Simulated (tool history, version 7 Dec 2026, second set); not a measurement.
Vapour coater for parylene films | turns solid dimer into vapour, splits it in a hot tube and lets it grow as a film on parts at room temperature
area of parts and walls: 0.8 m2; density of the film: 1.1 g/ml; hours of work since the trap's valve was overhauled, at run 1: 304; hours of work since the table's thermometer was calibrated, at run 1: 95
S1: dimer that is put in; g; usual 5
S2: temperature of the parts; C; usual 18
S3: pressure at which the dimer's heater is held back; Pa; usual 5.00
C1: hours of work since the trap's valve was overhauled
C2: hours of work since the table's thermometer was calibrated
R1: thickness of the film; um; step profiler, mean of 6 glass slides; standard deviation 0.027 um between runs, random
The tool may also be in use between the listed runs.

run 1 day=0.000 | S1=5 S2=18 S3=5.00 | C1=304 C2=95 | R1=4.16
run 2 day=0.471 | S1=5 S2=18 S3=5.00 | C1=310 C2=101 | R1=4.12
run 3 day=0.900 | S1=5 S2=18 S3=5.00 | C1=316 C2=107 | R1=4.10
run 4 day=1.238 | S1=5 S2=18 S3=5.00 | C1=320 C2=111 | R1=4.04
run 5 day=1.817 | S1=5 S2=18 S3=5.00 | C1=328 C2=119 | R1=4.11
run 6 day=2.254 | S1=5 S2=18 S3=5.00 | C1=333 C2=124 | R1=4.11
run 7 day=2.671 | S1=5 S2=18 S3=5.00 | C1=339 C2=130 | R1=4.13
run 8 day=3.388 | S1=5 S2=18 S3=5.00 | C1=348 C2=139 | R1=4.14
run 9 day=3.888 | S1=5 S2=18 S3=9.37 | C1=354 C2=145 | R1=3.80
run 10 day=4.496 | S1=2 S2=18 S3=9.37 | C1=362 C2=153 | R1=1.54
run 11 day=4.967 | S1=5 S2=18 S3=6.75 | C1=368 C2=159 | R1=3.90
run 12 day=5.288 | S1=5 S2=18 S3=6.75 | C1=372 C2=163 | R1=3.94
run 13 day=5.804 | S1=5 S2=18 S3=6.75 | C1=379 C2=170 | R1=3.96
run 14 day=6.288 | S1=6 S2=20 S3=3.11 | C1=385 C2=176 | R1=4.85
run 15 day=6.908 | S1=6 S2=20 S3=3.11 | C1=393 C2=184 | R1=4.90
run 16 day=7.317 | S1=3 S2=18 S3=2.03 | C1=398 C2=189 | R1=2.72
run 17 day=7.796 | S1=3 S2=18 S3=2.03 | C1=404 C2=195 | R1=2.69
run 18 day=8.475 | S1=4 S2=18 S3=5.00 | C1=413 C2=204 | R1=3.22
run 19 day=9.171 | S1=2 S2=16 S3=10.05 | C1=422 C2=213 | R1=1.60

Some steps in R1, run to run, broken into two amounts with sign: the step expected even without the hidden condition (settings, incoming material, random variation), and the rest, left for the hidden condition together with whatever gauge scatter is not in both the measured and the hidden-condition-free result:
What the log doesn't record here: vapour lost through the trap's worn valve, %; true temperature of the parts over the reading, C; drift of the gauge itself on film_um, %.
Run 10 -> 11: S1 2 -> 5, S3 9.37 -> 6.75. R1 +2.36 um: hidden state -0.12, all else +2.48.

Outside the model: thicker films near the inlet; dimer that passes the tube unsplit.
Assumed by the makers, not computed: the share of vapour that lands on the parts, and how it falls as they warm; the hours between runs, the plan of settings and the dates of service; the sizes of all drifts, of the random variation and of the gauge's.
